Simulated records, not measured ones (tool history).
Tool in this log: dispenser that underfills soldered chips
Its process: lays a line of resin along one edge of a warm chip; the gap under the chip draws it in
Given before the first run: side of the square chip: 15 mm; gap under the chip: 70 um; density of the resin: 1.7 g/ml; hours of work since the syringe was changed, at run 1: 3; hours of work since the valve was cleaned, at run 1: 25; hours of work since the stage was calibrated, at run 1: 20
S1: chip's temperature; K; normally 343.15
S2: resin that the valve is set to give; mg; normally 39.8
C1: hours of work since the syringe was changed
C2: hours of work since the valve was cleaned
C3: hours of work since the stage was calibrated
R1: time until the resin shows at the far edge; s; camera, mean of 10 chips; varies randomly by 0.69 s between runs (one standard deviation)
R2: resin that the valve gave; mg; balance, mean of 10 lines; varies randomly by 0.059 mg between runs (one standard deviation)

run	day	S1	S2	C1	C2	C3	R1	R2
1	0	343.15	39.8	3	25	20	82.3	39.22
2	0.196	353.15	39.8	6	28	23	77.4	39.18
3	0.342	346.15	39.8	9	31	25	116.5	39.07
# day 0.508: new syringe of resin
4	0.567	346.15	39.8	1	34	28	60.8	38.95
5	0.725	343.15	39.8	3	36	31	82.3	38.92
6	0.867	343.15	39.8	5	39	33	97	38.88
# day 1.121: dispensing valve cleaned and set on the balance
7	1.121	335.15	39.8	9	0	36	164.7	39.8
# day 1.283: new syringe of resin
8	1.308	335.15	39.8	0	3	39	83.6	39.75
9	1.533	335.15	39.8	4	6	42	109.8	39.72
10	1.671	335.15	39.8	6	8	45	133	39.69
11	1.829	335.15	39.8	8	11	47	160.5	39.59
12	1.988	343.15	39.8	11	13	49	153.8	39.48
# day 2.012: new syringe of resin
13	2.129	342.15	39.8	2	15	51	73.2	39.55
14	2.4	342.15	39.8	6	19	55	104.2	39.49
15	2.588	340.15	39.8	9	22	58	145.3	39.37
# day 2.754: new syringe of resin
16	2.8	340.15	39.8	1	25	61	71.5	39.39
17	3.017	355.15	44.5	4	29	65	58.1	43.82
18	3.258	332.15	35.6	8	32	69	174.3	35.04
# day 3.488: new syringe of resin
19	3.488	334.15	50.5	0	36	72	81.1	49.58
20	3.738	340.15	51.7	4	39	76	91.5	50.52
# day 3.917: dispensing valve cleaned and set on the balance
21	3.929	338.15	35.5	6	0	78	126.4	35.39
22	4.067	342.15	35.5	8	2	80	132.9	35.41
23	4.208	342.15	35.5	10	4	82	159.9	35.42
# day 4.267: new syringe of resin
24	4.35	342.15	35.5	1	6	84	72	35.37

Alternative continuations, all from the tool just after run 24; predict every row:
A	4.583	354.15	39.8	5	10	88	?	?
B	4.583	342.15	46.5	5	10	88	?	?
C	4.583	342.15	46.7	5	10	88	?	?
D	4.583	343.15	41.7	5	10	88	?	?
E	4.583	332.15	46.8	5	10	88	?	?

run	R1	R2
A	65.1	39.55
B	93.7	46.17
C	93.3	46.38
D	91.5	41.4
E	128.7	46.48
Without the tool's unlogged condition, the same runs would have read:
run	R1	R2
A	43.9	39.83
B	63.1	46.5
C	62.9	46.71
D	61.7	41.7
E	86.8	46.81
